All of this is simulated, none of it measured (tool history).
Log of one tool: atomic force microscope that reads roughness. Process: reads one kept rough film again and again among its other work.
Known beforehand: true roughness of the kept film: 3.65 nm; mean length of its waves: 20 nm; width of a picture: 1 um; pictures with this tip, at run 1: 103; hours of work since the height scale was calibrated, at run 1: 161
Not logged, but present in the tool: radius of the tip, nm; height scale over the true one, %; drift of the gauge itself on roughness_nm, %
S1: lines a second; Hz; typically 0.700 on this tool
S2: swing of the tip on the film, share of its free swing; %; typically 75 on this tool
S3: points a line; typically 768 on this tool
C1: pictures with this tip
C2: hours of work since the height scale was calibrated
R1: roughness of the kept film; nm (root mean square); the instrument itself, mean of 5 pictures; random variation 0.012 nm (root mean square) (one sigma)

run   hour     S1  S2   S3   C1   C2     R1
  1    0.0  0.700  75  768  103  161  2.133
       9.4  -- new tip fitted
  2   20.1  0.700  75  768   14  170  2.610
  3   43.5  0.700  75  768   47  180  2.416
  4   65.6  0.700  75  768   77  190  2.257
      92.6  -- new tip fitted
  5   94.0  0.700  75  768    2  202  2.775
  6  121.9  0.700  75  347   40  215  2.483
  7  139.3  0.700  67  768   64  223  2.420
  8  167.9  0.700  70  768  104  235  2.224
     176.1  -- new tip fitted
  9  195.4  0.547  75  768   27  247  2.593
 10  212.8  0.700  75  696   51  255  2.435
 11  227.9  0.700  75  696   72  262  2.317
 12  248.3  0.700  75  696  100  271  2.152
     260.4  -- new tip fitted
 13  274.6  0.700  75  696   20  282  2.628

Predict each of these 3 candidate next runs independently; none follows another, all start after run 13:
  A  295.5  1.699  75  768  48  291   ?
  B  295.5  0.638  75  696  48  291   ?
  C  295.5  1.672  61  458  48  291   ?

run     R1
  A  2.319
  B  2.483
  C  2.452
With no hidden state in the tool, these same runs would have given:
run     R1
  A  2.586
  B  2.769
  C  2.735

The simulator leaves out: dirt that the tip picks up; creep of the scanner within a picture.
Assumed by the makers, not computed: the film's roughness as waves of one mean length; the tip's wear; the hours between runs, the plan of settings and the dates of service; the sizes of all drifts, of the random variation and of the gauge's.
